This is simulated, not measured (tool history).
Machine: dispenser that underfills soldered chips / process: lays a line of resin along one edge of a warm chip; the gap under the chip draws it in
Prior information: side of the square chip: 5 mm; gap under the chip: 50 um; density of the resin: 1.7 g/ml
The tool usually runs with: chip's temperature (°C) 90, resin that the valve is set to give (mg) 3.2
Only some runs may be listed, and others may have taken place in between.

| run | hour | chip's temperature (°C) | resin that the valve is set to give (mg) | time until the resin shows at the far edge (s) | resin that the valve gave (mg) |
|---|---|---|---|---|---|
| 1 | 0 | 90 | 3.2 | 14.1 | 3.04 |
| 2 | 2.5 | 90 | 3.2 | 15 | 3.02 |
|  | 6.5 | new syringe of resin |
| 3 | 7.8 | 86 | 3.2 | 14.3 | 2.99 |
| 4 | 10.7 | 86 | 3.2 | 15.3 | 3.02 |
| 5 | 13.5 | 76 | 3.2 | 23.1 | 3 |
|  | 15.9 | new syringe of resin |
| 6 | 19.2 | 76 | 3.2 | 20.7 | 2.99 |
| 7 | 23.4 | 76 | 3.2 | 23.3 | 2.97 |
|  | 25.5 | new syringe of resin |
| 8 | 27.9 | 76 | 3.2 | 19 | 2.94 |
| 9 | 31 | 76 | 3.2 | 22 | 2.94 |
|  | 34.8 | new syringe of resin |
| 10 | 36 | 76 | 3.2 | 19.2 | 2.96 |
| 11 | 40.9 | 76 | 3.2 | 22 | 2.93 |
|  | 44.1 | new syringe of resin |
| 12 | 46.3 | 76 | 3.2 | 20.2 | 2.95 |
| 13 | 51.5 | 76 | 3.2 | 23.9 | 2.89 |
|  | 53.6 | new syringe of resin |
| 14 | 54.3 | 90 | 3.2 | 13.1 | 2.94 |
| 15 | 58.2 | 90 | 3.54 | 14.3 | 3.18 |
|  | 63.1 | new syringe of resin |
| 16 | 63.3 | 90 | 3.54 | 12.1 | 3.15 |
| 17 | 68.3 | 90 | 3.54 | 14.2 | 3.19 |
| 18 | 71.2 | 90 | 3.54 | 15.9 | 3.18 |
|  | 72.4 | new syringe of resin |
| 19 | 73.8 | 90 | 3.54 | 13 | 3.15 |
|  | 79 | dispensing valve cleaned and set on the balance |
| 20 | 80 | 98 | 4.01 | 11.7 | 4.03 |
|  | 82.6 | new syringe of resin |
| 21 | 83.8 | 98 | 4.01 | 10 | 3.99 |
| 22 | 87.2 | 105 | 3.14 | 10 | 3.11 |

Predict the results of run 23:
|  | 91.9 | new syringe of resin |
| 23 | 92.9 | 105 | 3.14 | ? | ? |

{"run 23": {"time until the resin shows at the far edge (s)": 8.5, "resin that the valve gave (mg)": 3.1}}
Minus the tool's unlogged condition, the same run would have read time until the resin shows at the far edge (s) 8.1, resin that the valve gave (mg) 3.13.
